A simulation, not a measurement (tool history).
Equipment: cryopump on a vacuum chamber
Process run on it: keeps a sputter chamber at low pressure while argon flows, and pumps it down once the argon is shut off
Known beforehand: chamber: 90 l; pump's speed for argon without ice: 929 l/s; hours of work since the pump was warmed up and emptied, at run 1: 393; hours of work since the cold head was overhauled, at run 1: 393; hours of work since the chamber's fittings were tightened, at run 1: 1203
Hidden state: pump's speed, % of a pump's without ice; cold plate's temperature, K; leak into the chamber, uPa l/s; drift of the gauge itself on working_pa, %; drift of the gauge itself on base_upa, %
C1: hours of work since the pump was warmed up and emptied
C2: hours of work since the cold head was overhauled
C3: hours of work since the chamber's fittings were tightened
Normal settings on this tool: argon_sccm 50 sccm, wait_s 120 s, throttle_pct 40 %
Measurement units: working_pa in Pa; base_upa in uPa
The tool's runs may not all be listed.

{"run": 1, "hour": 0.0, "argon_sccm": 50, "wait_s": 120, "throttle_pct": 40, "C1": 393, "C2": 393, "C3": 1203, "working_pa": 0.2353, "base_upa": 1.62}
{"run": 2, "hour": 28.2, "argon_sccm": 50, "wait_s": 120, "throttle_pct": 40, "C1": 415, "C2": 415, "C3": 1225, "working_pa": 0.2365, "base_upa": 1.71}
{"run": 3, "hour": 63.5, "argon_sccm": 50, "wait_s": 120, "throttle_pct": 40, "C1": 442, "C2": 442, "C3": 1252, "working_pa": 0.2355, "base_upa": 1.72}
{"run": 4, "hour": 91.5, "argon_sccm": 50, "wait_s": 120, "throttle_pct": 40, "C1": 464, "C2": 464, "C3": 1274, "working_pa": 0.2345, "base_upa": 1.7}
{"run": 5, "hour": 118.9, "argon_sccm": 50, "wait_s": 120, "throttle_pct": 40, "C1": 485, "C2": 485, "C3": 1295, "working_pa": 0.2392, "base_upa": 1.77}
{"run": 6, "hour": 138.3, "argon_sccm": 37, "wait_s": 120, "throttle_pct": 40, "C1": 500, "C2": 500, "C3": 1310, "working_pa": 0.1734, "base_upa": 1.7}
{"run": 7, "hour": 160.5, "argon_sccm": 37, "wait_s": 120, "throttle_pct": 40, "C1": 517, "C2": 517, "C3": 1327, "working_pa": 0.1734, "base_upa": 1.75}
{"run": 8, "hour": 184.8, "argon_sccm": 37, "wait_s": 120, "throttle_pct": 40, "C1": 536, "C2": 536, "C3": 1346, "working_pa": 0.1725, "base_upa": 1.8}
{"run": 9, "hour": 201.7, "argon_sccm": 50, "wait_s": 120, "throttle_pct": 40, "C1": 549, "C2": 549, "C3": 1359, "working_pa": 0.2365, "base_upa": 1.77}
{"run": 10, "hour": 236.7, "argon_sccm": 50, "wait_s": 120, "throttle_pct": 40, "C1": 576, "C2": 576, "C3": 1386, "working_pa": 0.2381, "base_upa": 1.75}
{"run": 11, "hour": 253.7, "argon_sccm": 50, "wait_s": 120, "throttle_pct": 40, "C1": 590, "C2": 590, "C3": 1399, "working_pa": 0.2371, "base_upa": 1.83}
{"run": 12, "hour": 285.0, "argon_sccm": 50, "wait_s": 120, "throttle_pct": 40, "C1": 614, "C2": 614, "C3": 1424, "working_pa": 0.2379, "base_upa": 1.79}
{"run": 13, "hour": 304.6, "argon_sccm": 50, "wait_s": 120, "throttle_pct": 40, "C1": 629, "C2": 629, "C3": 1439, "working_pa": 0.2396, "base_upa": 1.82}
{"run": 14, "hour": 331.2, "argon_sccm": 50, "wait_s": 120, "throttle_pct": 40, "C1": 650, "C2": 650, "C3": 1459, "working_pa": 0.2396, "base_upa": 1.86}
{"run": 15, "hour": 360.6, "argon_sccm": 50, "wait_s": 120, "throttle_pct": 40, "C1": 672, "C2": 672, "C3": 1482, "working_pa": 0.2371, "base_upa": 1.91}
{"run": 16, "hour": 376.5, "argon_sccm": 31, "wait_s": 120, "throttle_pct": 40, "C1": 685, "C2": 685, "C3": 1494, "working_pa": 0.1478, "base_upa": 1.86}
{"run": 17, "hour": 392.4, "argon_sccm": 50, "wait_s": 120, "throttle_pct": 40, "C1": 697, "C2": 697, "C3": 1507, "working_pa": 0.2403, "base_upa": 1.82}
{"run": 18, "hour": 409.8, "argon_sccm": 50, "wait_s": 120, "throttle_pct": 40, "C1": 710, "C2": 710, "C3": 1520, "working_pa": 0.2387, "base_upa": 1.88}
{"run": 19, "hour": 431.0, "argon_sccm": 96, "wait_s": 132, "throttle_pct": 23, "C1": 727, "C2": 727, "C3": 1537, "working_pa": 0.7837, "base_upa": 1.81}
{"run": 20, "hour": 454.1, "argon_sccm": 96, "wait_s": 132, "throttle_pct": 23, "C1": 745, "C2": 745, "C3": 1555, "working_pa": 0.7839, "base_upa": 1.85}
{"run": 21, "hour": 479.0, "argon_sccm": 96, "wait_s": 132, "throttle_pct": 23, "C1": 764, "C2": 764, "C3": 1574, "working_pa": 0.7883, "base_upa": 1.86}
{"run": 22, "hour": 503.0, "argon_sccm": 26, "wait_s": 63, "throttle_pct": 35, "C1": 783, "C2": 783, "C3": 1592, "working_pa": 0.1433, "base_upa": 2.54}
{"run": 23, "hour": 523.8, "argon_sccm": 29, "wait_s": 43, "throttle_pct": 35, "C1": 799, "C2": 799, "C3": 1609, "working_pa": 0.1578, "base_upa": 3.17}
{"run": 24, "hour": 541.3, "argon_sccm": 58, "wait_s": 43, "throttle_pct": 17, "C1": 812, "C2": 812, "C3": 1622, "working_pa": 0.6324, "base_upa": 3.26}
{"run": 25, "hour": 566.2, "argon_sccm": 58, "wait_s": 43, "throttle_pct": 17, "C1": 832, "C2": 832, "C3": 1641, "working_pa": 0.6333, "base_upa": 3.08}
{"run": 26, "hour": 589.1, "argon_sccm": 60, "wait_s": 43, "throttle_pct": 22, "C1": 849, "C2": 849, "C3": 1659, "working_pa": 0.511, "base_upa": 3.27}
{"run": 27, "hour": 623.7, "argon_sccm": 60, "wait_s": 43, "throttle_pct": 22, "C1": 876, "C2": 876, "C3": 1686, "working_pa": 0.5165, "base_upa": 3.22}
{"run": 28, "hour": 652.5, "argon_sccm": 24, "wait_s": 24, "throttle_pct": 22, "C1": 898, "C2": 898, "C3": 1708, "working_pa": 0.2025, "base_upa": 4.78}
{"run": 29, "hour": 683.5, "argon_sccm": 46, "wait_s": 28, "throttle_pct": 35, "C1": 922, "C2": 922, "C3": 1732, "working_pa": 0.253, "base_upa": 4.29}
{"run": 30, "hour": 706.6, "argon_sccm": 31, "wait_s": 28, "throttle_pct": 22, "C1": 940, "C2": 940, "C3": 1750, "working_pa": 0.2673, "base_upa": 4.41}
{"run": 31, "hour": 737.3, "argon_sccm": 31, "wait_s": 28, "throttle_pct": 22, "C1": 964, "C2": 964, "C3": 1774, "working_pa": 0.2675, "base_upa": 4.21}
{"run": 32, "hour": 769.4, "argon_sccm": 50, "wait_s": 120, "throttle_pct": 45, "C1": 989, "C2": 989, "C3": 1799, "working_pa": 0.2204, "base_upa": 2.08}
{"run": 33, "hour": 803.5, "argon_sccm": 94, "wait_s": 160, "throttle_pct": 16, "C1": 1015, "C2": 1015, "C3": 1825, "working_pa": 1.1012, "base_upa": 1.9}
{"run": 34, "hour": 831.0, "argon_sccm": 38, "wait_s": 225, "throttle_pct": 23, "C1": 1037, "C2": 1037, "C3": 1847, "working_pa": 0.3139, "base_upa": 1.82}

What if the next run were any one of these 3? Each begins from the tool's condition after run 34:
{"run": "A", "hour": 849.3, "argon_sccm": 62, "wait_s": 225, "throttle_pct": 29, "C1": 1051, "C2": 1051, "C3": 1861, "working_pa": "?", "base_upa": "?"}
{"run": "B", "hour": 849.3, "argon_sccm": 45, "wait_s": 120, "throttle_pct": 40, "C1": 1051, "C2": 1051, "C3": 1861, "working_pa": "?", "base_upa": "?"}
{"run": "C", "hour": 849.3, "argon_sccm": 35, "wait_s": 209, "throttle_pct": 16, "C1": 1051, "C2": 1051, "C3": 1861, "working_pa": "?", "base_upa": "?"}

run=A working_pa=0.4119 base_upa=1.84
run=B working_pa=0.2221 base_upa=2.06
run=C working_pa=0.4129 base_upa=1.82
With the hidden condition removed and each run's random variation left untouched, the same runs would have given:
run=A working_pa=0.3881 base_upa=0.71
run=B working_pa=0.2048 base_upa=0.99
run=C working_pa=0.3994 base_upa=0.72
